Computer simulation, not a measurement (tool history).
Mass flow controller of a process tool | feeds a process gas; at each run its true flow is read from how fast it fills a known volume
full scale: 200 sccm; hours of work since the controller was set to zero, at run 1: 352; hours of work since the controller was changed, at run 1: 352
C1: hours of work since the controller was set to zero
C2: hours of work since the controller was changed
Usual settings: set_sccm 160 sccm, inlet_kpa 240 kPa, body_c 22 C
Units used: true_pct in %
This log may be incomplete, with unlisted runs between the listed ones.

Run 1, hour 0.0: usual settings; C1 352; C2 352. Result: true_pct 99.08 %.
Run 2, hour 75.1: usual settings; C1 396; C2 396. Result: true_pct 98.93 %.
Run 3, hour 223.6: usual settings; C1 484; C2 484. Result: true_pct 98.89 %.
Run 4, hour 309.5: usual settings; C1 534; C2 534. Result: true_pct 98.85 %.
Run 5, hour 437.8: usual settings; C1 609; C2 609. Result: true_pct 98.89 %.
Run 6, hour 538.5: usual settings; C1 668; C2 668. Result: true_pct 98.85 %.
Run 7, hour 669.1: usual settings but set_sccm 23 sccm; C1 745; C2 745. Result: true_pct 96.65 %.
Run 8, hour 736.9: usual settings but body_c 36 C; C1 785; C2 785. Result: true_pct 100.19 %.
Run 9, hour 859.3: usual settings but body_c 36 C; C1 857; C2 857. Result: true_pct 100.25 %.
Run 10, hour 989.6: usual settings but inlet_kpa 163 kPa; C1 933; C2 933. Result: true_pct 98.72 %.
Run 11, hour 1132.5: usual settings but inlet_kpa 243 kPa; C1 1017; C2 1017. Result: true_pct 98.67 %.
Run 12, hour 1265.3: usual settings; C1 1095; C2 1095. Result: true_pct 98.62 %.
Run 13, hour 1415.0: usual settings but body_c 36 C; C1 1183; C2 1183. Result: true_pct 100.03 %.
Run 14, hour 1535.0: usual settings but body_c 36 C; C1 1253; C2 1253. Result: true_pct 100.13 %.
Run 15, hour 1684.9: usual settings but set_sccm 62 sccm, inlet_kpa 186 kPa, body_c 36 C; C1 1341; C2 1341. Result: true_pct 98.54 %.
Run 16, hour 1822.3: usual settings but set_sccm 137 sccm, inlet_kpa 186 kPa, body_c 20 C; C1 1422; C2 1422. Result: true_pct 97.96 %.
Run 17, hour 1984.5: usual settings but body_c 34 C; C1 1517; C2 1517. Result: true_pct 99.76 %.
Run 18, hour 2106.0: usual settings but body_c 34 C; C1 1588; C2 1588. Result: true_pct 99.82 %.
Run 19, hour 2230.1: usual settings but inlet_kpa 147 kPa, body_c 36 C; C1 1661; C2 1661. Result: true_pct 99.90 %.
Run 20, hour 2324.4: usual settings but inlet_kpa 147 kPa, body_c 36 C; C1 1717; C2 1717. Result: true_pct 99.91 %.
Run 21, hour 2424.6: usual settings but set_sccm 22 sccm, inlet_kpa 200 kPa; C1 1775; C2 1775. Result: true_pct 95.74 %.
Run 22, hour 2507.2: usual settings but set_sccm 93 sccm; C1 1824; C2 1824. Result: true_pct 97.52 %.

Run 23 comes next. What will it give?
Run 23, hour 2671.2: usual settings but set_sccm 198 sccm; C1 1920; C2 1920. Result: true_pct ?.

{"run 23": {"true_pct": 98.92}}
Take away the tool's hidden state, keep the run-to-run variation as it was, and the same run would have given true_pct 99.74 %.

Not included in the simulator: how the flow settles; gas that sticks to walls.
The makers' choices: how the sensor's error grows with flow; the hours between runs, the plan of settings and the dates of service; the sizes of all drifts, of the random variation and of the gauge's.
